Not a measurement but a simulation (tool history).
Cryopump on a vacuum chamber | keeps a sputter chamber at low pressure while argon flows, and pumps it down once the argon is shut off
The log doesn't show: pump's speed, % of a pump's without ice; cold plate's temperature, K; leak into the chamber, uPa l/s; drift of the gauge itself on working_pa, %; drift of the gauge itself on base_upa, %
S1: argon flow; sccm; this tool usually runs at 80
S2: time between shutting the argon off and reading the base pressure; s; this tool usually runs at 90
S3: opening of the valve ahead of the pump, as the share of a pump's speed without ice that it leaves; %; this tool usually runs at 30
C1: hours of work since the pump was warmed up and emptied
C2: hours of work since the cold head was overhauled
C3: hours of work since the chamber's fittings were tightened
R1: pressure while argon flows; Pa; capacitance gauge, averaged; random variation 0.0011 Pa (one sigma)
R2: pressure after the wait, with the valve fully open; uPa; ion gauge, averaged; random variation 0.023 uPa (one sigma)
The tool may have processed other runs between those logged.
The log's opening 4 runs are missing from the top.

Run 5, hour 204.2: usual settings but S1 36 sccm; C1 729; C2 1711; C3 906. Result: R1 0.1112 Pa, R2 0.95 uPa.
Run 6, hour 263.6: usual settings but S1 52 sccm; C1 771; C2 1754; C3 948. Result: R1 0.1624 Pa, R2 0.97 uPa.
Run 7, hour 303.7: usual settings but S2 53 s; C1 800; C2 1783; C3 977. Result: R1 0.2526 Pa, R2 1.35 uPa.
Run 8, hour 355.2: usual settings but S2 27 s; C1 837; C2 1820; C3 1014. Result: R1 0.2519 Pa, R2 2.36 uPa.
Run 9, hour 399.2: usual settings; C1 869; C2 1851; C3 1046. Result: R1 0.2510 Pa, R2 1.01 uPa.
Run 10, hour 435.9: usual settings but S2 42 s; C1 895; C2 1878; C3 1072. Result: R1 0.2513 Pa, R2 1.65 uPa.
Run 11, hour 504.8: usual settings; C1 945; C2 1927; C3 1122. Result: R1 0.2531 Pa, R2 1.05 uPa.
At hour 548.1: pump warmed up, emptied and cooled again.
Run 12, hour 564.7: usual settings but S3 19 %; C1 12; C2 1966; C3 1161. Result: R1 0.3804 Pa, R2 0.96 uPa.
Run 13, hour 608.5: usual settings but S3 19 %; C1 43; C2 1998; C3 1193. Result: R1 0.3867 Pa, R2 0.98 uPa.
Run 14, hour 640.3: usual settings but S2 234 s; C1 66; C2 2021; C3 1216. Result: R1 0.2443 Pa, R2 0.64 uPa.
Run 15, hour 668.4: usual settings but S2 234 s; C1 86; C2 2041; C3 1236. Result: R1 0.2442 Pa, R2 0.62 uPa.
Run 16, hour 735.1: usual settings; C1 134; C2 2089; C3 1284. Result: R1 0.2435 Pa, R2 1.00 uPa.
Run 17, hour 800.9: usual settings; C1 182; C2 2136; C3 1331. Result: R1 0.2425 Pa, R2 0.99 uPa.
Run 18, hour 834.6: usual settings but S1 59 sccm, S2 51 s; C1 206; C2 2161; C3 1355. Result: R1 0.1814 Pa, R2 1.45 uPa.
Run 19, hour 901.5: usual settings but S1 86 sccm, S2 118 s, S3 23 %; C1 254; C2 2209; C3 1403. Result: R1 0.3411 Pa, R2 0.89 uPa.
Run 20, hour 960.3: usual settings but S3 17 %; C1 296; C2 2251; C3 1446. Result: R1 0.4295 Pa, R2 1.09 uPa.

Expected results for the next run?
Run 21, hour 1014.7: usual settings but S3 19 %; C1 335; C2 2290; C3 1485. Result: R1 ?, R2 ?.

R1: 0.3851 Pa
R2: 1.07 uPa
Had the tool carried no hidden state, the very same run would have given R1 0.3796 Pa, R2 0.75 uPa.
